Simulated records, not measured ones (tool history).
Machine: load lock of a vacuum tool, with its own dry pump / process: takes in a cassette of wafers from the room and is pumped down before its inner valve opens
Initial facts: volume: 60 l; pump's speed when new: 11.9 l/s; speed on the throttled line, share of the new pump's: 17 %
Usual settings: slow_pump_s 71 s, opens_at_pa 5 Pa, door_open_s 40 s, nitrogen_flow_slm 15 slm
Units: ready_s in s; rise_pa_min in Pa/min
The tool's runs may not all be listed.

run     hour  slow_pump_s  opens_at_pa  door_open_s  nitrogen_flow_slm  incoming humidity of the room's air, %  ready_s  rise_pa_min
  1      0.0           71            5           40                 15                                    43.7    109.8        0.017
  2    286.3           71            5           40                 15                                    42.1    109.8        0.016
  3    676.3          139            5           40                 15                                    45.3    166.3        0.014
       766.3  -- door's seal changed, seat wiped
  4   1138.1           71            5          152                 15                                    42.9    109.8        0.037
  5   1425.2           71            5          152                 15                                    47.2    110.1        0.040
  6   1824.8           71            5          152                 15                                    44.3    110.0        0.035
  7   2267.0           71            5          152                 15                                    44.9    109.9        0.032
  8   2650.9           71            5          152                 15                                    43.1    110.1        0.028
  9   2934.9           63            5          152                 15                                    45.7    103.2        0.038
 10   3448.2           63            5          152                 15                                    45.1    103.0        0.038
 11   3952.9           63            5          152                 15                                    42.1    103.0        0.030
 12   4241.3           63            5          152                 15                                    47.9    103.2        0.040
 13   4532.2           63            5          152                 15                                    45.5    103.4        0.039
 14   5045.0           71            5           49                 15                                    42.9    109.9        0.013
 15   5351.1           71            5           49                 15                                    46.7    110.0        0.023
 16   5633.0           62            5           40                 15                                    47.0    102.6        0.015
 17   5888.0           62            5           40                 15                                    44.2    102.6        0.015
 18   6304.1           62            5           40                 15                                    47.1    102.6        0.017
 19   6575.4           62            5           40                 15                                    45.3    102.5        0.013
 20   6973.9           57            5          169                 44                                    46.3     97.8        0.017
 21   7274.9           57            5          169                 44                                    45.1     98.1        0.024
 22   7624.6           66            5           47                 15                                    45.5    106.2        0.017
 23   7926.7           66            5           47                 15                                    44.3    105.5        0.017
 24   8352.3           71            5          111                  8                                    45.1    109.7        0.041
 25   8585.4           89            5          111                  8                                    45.8    124.2        0.036
 26   8795.6           89            5          111                  8                                    45.7    125.3        0.041
 27   9068.4           53            5           59                  8                                    49.5     94.8        0.030
 28   9391.4           53            5           59                  8                                    46.7     95.0        0.025
 29   9800.2           53            5           59                  8                                    45.5     94.8        0.028
 30  10110.1           53            5           59                  8                                    43.0     94.4        0.025
 31  10488.7           83            8           80                  9                                    42.0    117.6        0.033
 32  10721.0           71            6           82                 15                                    43.1    109.0        0.023
     10797.4  -- dry pump taken out, an overhauled one fitted
 33  10941.3           71            4           82                 21                                    44.4    111.1        0.013
 34  11202.1           71            4           82                 21                                    45.9    111.5        0.022
 35  11609.5           71            4           40                 15                                    45.6    111.2        0.013
 36  11940.5           71            4           40                 15                                    47.4    111.1        0.020

What if the next run were any one of these 4? Each begins from the tool's condition after run 36:
  A  12356.1           71            5           40                 34                                    45.4        ?            ?
  B  12356.1          113            4          144                 21                                    44.7        ?            ?
  C  12356.1           71            4           40                 20                                    48.4        ?            ?
  D  12356.1           71            5           43                 12                                    43.6        ?            ?

run  ready_s  rise_pa_min
  A    109.3        0.012
  B    146.3        0.037
  C    111.0        0.016
  D    110.3        0.018
The same runs, with their run-to-run variation unchanged, on a tool lacking any hidden condition would have given:
run  ready_s  rise_pa_min
  A    109.3        0.011
  B    146.3        0.036
  C    111.0        0.015
  D    110.3        0.017
